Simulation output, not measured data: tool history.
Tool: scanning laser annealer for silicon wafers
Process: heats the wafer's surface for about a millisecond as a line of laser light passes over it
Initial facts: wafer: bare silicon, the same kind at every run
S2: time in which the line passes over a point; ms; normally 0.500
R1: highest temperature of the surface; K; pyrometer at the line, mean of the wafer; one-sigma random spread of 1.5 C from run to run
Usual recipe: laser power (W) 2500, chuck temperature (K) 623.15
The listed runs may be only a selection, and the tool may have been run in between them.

{"run": 1, "hour": 0.0, "laser power (W)": 2500, "S2": 0.5, "chuck temperature (K)": 623.15, "R1": 1338.15}
{"run": 2, "hour": 9.4, "laser power (W)": 2500, "S2": 0.5, "chuck temperature (K)": 623.15, "R1": 1339.15}
{"run": 3, "hour": 16.5, "laser power (W)": 2500, "S2": 0.5, "chuck temperature (K)": 623.15, "R1": 1339.15}
{"run": 4, "hour": 25.2, "laser power (W)": 2500, "S2": 0.5, "chuck temperature (K)": 623.15, "R1": 1339.15}
{"run": 5, "hour": 36.9, "laser power (W)": 2500, "S2": 0.5, "chuck temperature (K)": 623.15, "R1": 1342.15}
{"run": 6, "hour": 44.2, "laser power (W)": 2500, "S2": 0.393, "chuck temperature (K)": 623.15, "R1": 1264.15}
{"run": 7, "hour": 52.9, "laser power (W)": 2500, "S2": 0.393, "chuck temperature (K)": 623.15, "R1": 1268.15}
{"hour": 56.9, "done": "laser's power meter calibrated"}
{"run": 8, "hour": 67.3, "laser power (W)": 2500, "S2": 0.393, "chuck temperature (K)": 623.15, "R1": 1266.15}
{"run": 9, "hour": 75.2, "laser power (W)": 2500, "S2": 0.393, "chuck temperature (K)": 623.15, "R1": 1265.15}
{"hour": 89.6, "done": "optics aligned, line set to its width"}
{"hour": 93.3, "done": "laser's power meter calibrated, once more"}
{"run": 10, "hour": 95.0, "laser power (W)": 2500, "S2": 0.5, "chuck temperature (K)": 650.15, "R1": 1375.15}
{"run": 11, "hour": 105.2, "laser power (W)": 2500, "S2": 0.5, "chuck temperature (K)": 650.15, "R1": 1375.15}
{"run": 12, "hour": 113.2, "laser power (W)": 2500, "S2": 0.5, "chuck temperature (K)": 650.15, "R1": 1375.15}
{"run": 13, "hour": 125.6, "laser power (W)": 2246, "S2": 0.545, "chuck temperature (K)": 640.15, "R1": 1304.15}
{"run": 14, "hour": 133.2, "laser power (W)": 2402, "S2": 0.386, "chuck temperature (K)": 599.15, "R1": 1216.15}
{"run": 15, "hour": 139.1, "laser power (W)": 2402, "S2": 0.386, "chuck temperature (K)": 599.15, "R1": 1215.15}
{"run": 16, "hour": 149.5, "laser power (W)": 2402, "S2": 0.386, "chuck temperature (K)": 599.15, "R1": 1212.15}
{"run": 17, "hour": 159.8, "laser power (W)": 2241, "S2": 0.553, "chuck temperature (K)": 605.15, "R1": 1269.15}
{"run": 18, "hour": 170.4, "laser power (W)": 2569, "S2": 0.506, "chuck temperature (K)": 623.15, "R1": 1375.15}
{"run": 19, "hour": 180.9, "laser power (W)": 2590, "S2": 0.506, "chuck temperature (K)": 634.15, "R1": 1395.15}
{"run": 20, "hour": 193.2, "laser power (W)": 2590, "S2": 0.506, "chuck temperature (K)": 634.15, "R1": 1393.15}
{"run": 21, "hour": 203.0, "laser power (W)": 2590, "S2": 0.514, "chuck temperature (K)": 634.15, "R1": 1399.15}

Alternative continuations, all from the tool just after run 21; predict every row:
{"run": "A", "hour": 208.8, "laser power (W)": 2387, "S2": 0.421, "chuck temperature (K)": 630.15, "R1": "?"}
{"run": "B", "hour": 208.8, "laser power (W)": 2590, "S2": 0.514, "chuck temperature (K)": 657.15, "R1": "?"}
{"run": "C", "hour": 208.8, "laser power (W)": 2350, "S2": 0.354, "chuck temperature (K)": 634.15, "R1": "?"}

run=A R1=1263.15
run=B R1=1422.15
run=C R1=1211.15
Stripped of hidden state, with their random variation kept, the same runs would have yielded:
run=A R1=1274.15
run=B R1=1436.15
run=C R1=1221.15
